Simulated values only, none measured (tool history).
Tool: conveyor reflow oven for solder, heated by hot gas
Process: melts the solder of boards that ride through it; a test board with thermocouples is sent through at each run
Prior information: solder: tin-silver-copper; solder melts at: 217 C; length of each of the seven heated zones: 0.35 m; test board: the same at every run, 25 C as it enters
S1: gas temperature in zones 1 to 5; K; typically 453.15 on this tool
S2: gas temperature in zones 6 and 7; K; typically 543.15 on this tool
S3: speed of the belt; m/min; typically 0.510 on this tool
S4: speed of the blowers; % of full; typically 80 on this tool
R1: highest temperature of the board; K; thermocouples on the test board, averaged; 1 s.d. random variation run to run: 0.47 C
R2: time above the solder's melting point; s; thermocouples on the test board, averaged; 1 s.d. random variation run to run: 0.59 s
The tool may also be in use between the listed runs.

run,hour,S1,S2,S3,S4,R1,R2
1,0.0,453.15,543.15,0.510,80,529.35,67.9
2,17.3,453.15,543.15,0.510,80,530.55,68.0
3,35.6,453.15,543.15,0.510,80,529.35,67.1
4,52.8,453.15,543.15,0.510,80,528.65,66.7
5,69.0,453.15,543.15,0.510,80,528.45,67.1
6,101.1,453.15,543.15,0.510,52,524.45,61.9
7,137.6,453.15,533.15,0.510,80,519.85,60.3
8,172.5,453.15,533.15,0.510,80,519.85,58.3
9,196.3,453.15,543.15,0.510,81,527.95,65.0
10,220.5,453.15,543.15,0.453,81,532.45,77.1
11,258.5,453.15,538.15,0.510,80,523.25,61.4
12,284.5,453.15,543.15,0.510,55,524.55,61.0
13,323.7,453.15,543.15,0.510,55,522.15,58.4
14,344.5,453.15,543.15,0.510,55,522.65,59.6
15,366.8,453.15,543.15,0.510,55,526.15,64.4
16,397.0,453.15,543.15,0.510,55,526.55,63.8
17,434.9,453.15,532.15,0.510,80,522.15,60.2
18,468.0,440.15,537.15,0.510,66,520.85,53.4
19,499.8,458.15,553.15,0.510,66,537.75,74.0
20,524.9,458.15,553.15,0.603,66,531.25,58.1
21,563.4,444.15,537.15,0.484,66,523.15,61.5
22,592.3,444.15,547.15,0.484,66,531.75,68.2
23,614.5,461.15,537.15,0.421,65,530.25,87.0
24,649.6,461.15,537.15,0.421,65,530.05,86.6
25,666.1,461.15,537.15,0.421,65,530.25,85.6
26,682.5,465.15,551.15,0.474,80,541.65,85.3
27,717.7,465.15,551.15,0.474,80,541.65,86.2
28,744.4,453.15,553.15,0.546,80,535.65,66.3

Withheld: 3 entries from between the runs. Position of each, and hidden state at the listed run before versus the listed run after:
In the gap between runs 7 and 8: belt drive overhauled, speed set with a stopwatch (hour 167.3)
  heat that the gas passes to the board, % of a clean oven's: 91.4 -> 90.6; belt's true speed, % of the reading: 99.03 -> 100.05; true gas temperature in zones 6 and 7 over the reading, C: 3.22 -> 3.28
  measured result minus the result with no hidden state, R1: +1.10 -> +0.70 K; R2: +0.7 -> -0.4 s
In the gap between runs 12 and 13: flux residue cleaned out of gas plates and filters (hour 292.4)
  heat that the gas passes to the board, % of a clean oven's: 88.2 -> 80.8; belt's true speed, % of the reading: 99.99 -> 99.98; true gas temperature in zones 6 and 7 over the reading, C: 3.54 -> 3.61
  measured result minus the result with no hidden state, R1: +0.10 -> -2.00 K; R2: -0.7 -> -3.2 s
In the gap between runs 14 and 15: flux residue cleaned out of gas plates and filters, once more (hour 355.6)
  heat that the gas passes to the board, % of a clean oven's: 80.4 -> 99.4; belt's true speed, % of the reading: 99.97 -> 99.96; true gas temperature in zones 6 and 7 over the reading, C: 3.66 -> 3.69
  measured result minus the result with no hidden state, R1: -2.00 -> +3.00 K; R2: -3.3 -> +2.3 s
